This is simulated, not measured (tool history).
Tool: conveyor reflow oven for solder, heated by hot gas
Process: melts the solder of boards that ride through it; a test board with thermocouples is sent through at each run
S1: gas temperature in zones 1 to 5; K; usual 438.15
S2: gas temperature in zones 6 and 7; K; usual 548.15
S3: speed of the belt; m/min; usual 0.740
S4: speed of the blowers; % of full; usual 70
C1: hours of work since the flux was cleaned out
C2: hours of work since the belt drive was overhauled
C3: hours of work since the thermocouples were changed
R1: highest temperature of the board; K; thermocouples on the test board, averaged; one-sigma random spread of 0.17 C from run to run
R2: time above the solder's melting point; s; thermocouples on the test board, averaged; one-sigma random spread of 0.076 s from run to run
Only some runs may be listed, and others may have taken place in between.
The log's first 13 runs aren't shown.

run	day	S1	S2	S3	S4	C1	C2	C3	R1	R2
14	10.371	449.15	548.15	0.740	70	102	227	724	531.55	53.04
# day 10.604: belt drive overhauled, speed set with a stopwatch
15	11.529	449.15	548.15	0.740	70	117	15	740	531.25	53.03
16	12.512	449.15	548.15	0.740	70	133	30	755	531.55	53.09
# day 12.942: belt drive overhauled, speed set with a stopwatch, once more
17	13.183	449.15	548.15	0.740	54	141	4	763	527.25	49.51
18	13.879	449.15	539.15	0.594	63	152	15	774	527.05	64.88
19	14.771	449.15	539.15	0.594	63	166	29	789	527.15	64.75
20	15.483	449.15	539.15	0.594	63	178	40	800	527.25	64.62
21	16.142	447.15	549.15	0.636	63	188	51	810	534.35	63.31
22	16.712	425.15	560.15	0.828	55	197	60	819	527.35	38.26
23	17.504	428.15	561.15	0.740	78	210	73	832	541.45	52.57
24	18.300	432.15	548.15	0.769	83	223	85	845	530.15	46.35
25	18.950	438.15	541.15	0.740	82	233	96	855	525.55	47.28
26	19.792	438.15	541.15	0.740	82	246	109	868	525.35	47.18
# day 20.188: flux residue cleaned out of gas plates and filters
27	20.779	438.15	549.15	0.599	61	9	122	881	534.85	64.93
28	21.283	438.15	548.15	0.661	55	17	130	889	529.15	54.60
29	21.896	438.15	548.15	0.661	55	27	139	899	529.15	54.55
30	22.546	438.15	548.15	0.661	55	38	150	909	529.15	54.49

Run 31 has not been measured yet. What should we expect?
31	23.438	438.15	548.15	0.661	55	52	164	923	?	?

Run 31 came out at R1 529.05 K, R2 54.64 s.
Minus the tool's unlogged condition, the same run would have read R1 532.45 K, R2 56.54 s.

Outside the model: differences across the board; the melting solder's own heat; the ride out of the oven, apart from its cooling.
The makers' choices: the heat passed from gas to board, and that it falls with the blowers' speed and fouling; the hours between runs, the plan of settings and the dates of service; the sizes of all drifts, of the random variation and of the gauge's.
